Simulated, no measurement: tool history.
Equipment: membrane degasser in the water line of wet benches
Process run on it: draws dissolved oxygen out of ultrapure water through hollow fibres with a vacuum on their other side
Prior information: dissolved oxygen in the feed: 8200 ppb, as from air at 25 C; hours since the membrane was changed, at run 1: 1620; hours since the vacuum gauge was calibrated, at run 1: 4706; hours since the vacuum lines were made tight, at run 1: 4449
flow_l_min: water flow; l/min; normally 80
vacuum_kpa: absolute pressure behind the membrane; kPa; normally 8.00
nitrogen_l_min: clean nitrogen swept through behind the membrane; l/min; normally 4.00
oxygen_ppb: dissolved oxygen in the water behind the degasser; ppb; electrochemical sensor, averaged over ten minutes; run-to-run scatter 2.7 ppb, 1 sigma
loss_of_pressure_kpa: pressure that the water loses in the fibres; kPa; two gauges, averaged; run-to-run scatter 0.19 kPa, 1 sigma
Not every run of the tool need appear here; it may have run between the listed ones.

run	day	flow_l_min	vacuum_kpa	nitrogen_l_min	hours since the membrane was changed	hours since the vacuum gauge was calibrated	hours since the vacuum lines were made tight	oxygen_ppb	loss_of_pressure_kpa
1	0.000	80	8.00	4.00	1620	4706	4449	274.0	36.84
2	2.067	80	14.59	4.00	1670	4755	4498	543.5	36.85
3	5.733	80	14.59	4.00	1758	4843	4586	558.4	36.75
4	8.658	80	14.59	4.00	1828	4913	4656	550.9	36.64
5	11.146	80	14.59	4.00	1888	4973	4716	551.2	36.77
6	15.162	80	8.00	4.00	1984	5070	4812	280.9	36.65
# day 18.400: vacuum gauge calibrated
7	18.400	80	8.00	4.00	2062	0	4890	281.8	36.71
8	20.404	80	8.00	4.00	2110	48	4938	280.4	36.61
9	22.679	80	17.06	4.00	2164	103	4992	641.8	36.64
10	24.492	80	8.00	4.00	2208	146	5036	284.2	37.11
# day 28.042: vacuum gauge calibrated, once more
11	28.379	80	8.00	4.00	2301	8	5129	268.5	36.78
12	30.550	80	8.00	4.00	2353	60	5181	273.1	36.76
13	34.008	80	8.00	4.00	2436	143	5264	268.9	36.96
14	37.079	80	8.00	4.00	2509	217	5337	273.7	36.59
15	40.596	58	8.00	2.52	2594	301	5422	267.5	26.68
16	43.350	127	8.00	4.80	2660	367	5488	400.0	58.26
17	45.133	100	8.00	6.00	2703	410	5531	274.0	45.89
18	48.508	100	8.00	6.00	2784	491	5612	279.1	46.01
19	50.558	80	7.05	3.19	2833	540	5661	270.8	36.68
20	53.458	80	5.07	4.00	2902	610	5731	148.1	37.12
21	55.208	80	5.07	4.00	2944	652	5773	149.3	36.85
22	57.592	60	9.72	8.52	3002	709	5830	147.0	27.38
23	59.262	121	8.00	4.00	3042	749	5870	424.5	55.74
24	62.508	121	8.00	4.00	3120	827	5948	431.4	55.48
25	66.350	59	8.00	4.00	3212	919	6040	194.4	27.01
26	69.533	59	8.00	4.00	3288	996	6116	195.7	26.93
27	73.479	121	8.00	2.04	3383	1091	6211	625.4	56.01
28	75.912	88	6.07	5.61	3441	1149	6269	181.4	40.56

Predict each of these 3 candidate next runs independently; none follows another, all start after run 28:
A	79.454	52	8.00	4.00	3526	1234	6354	?	?
B	79.454	85	14.37	4.00	3526	1234	6354	?	?
C	79.454	58	10.80	2.57	3526	1234	6354	?	?

run	oxygen_ppb	loss_of_pressure_kpa
A	169.5	23.96
B	557.4	39.02
C	394.5	26.52
The same runs, with their run-to-run variation unchanged, on a tool lacking any hidden condition would have given:
run	oxygen_ppb	loss_of_pressure_kpa
A	168.1	23.70
B	554.3	38.59
C	393.0	26.23

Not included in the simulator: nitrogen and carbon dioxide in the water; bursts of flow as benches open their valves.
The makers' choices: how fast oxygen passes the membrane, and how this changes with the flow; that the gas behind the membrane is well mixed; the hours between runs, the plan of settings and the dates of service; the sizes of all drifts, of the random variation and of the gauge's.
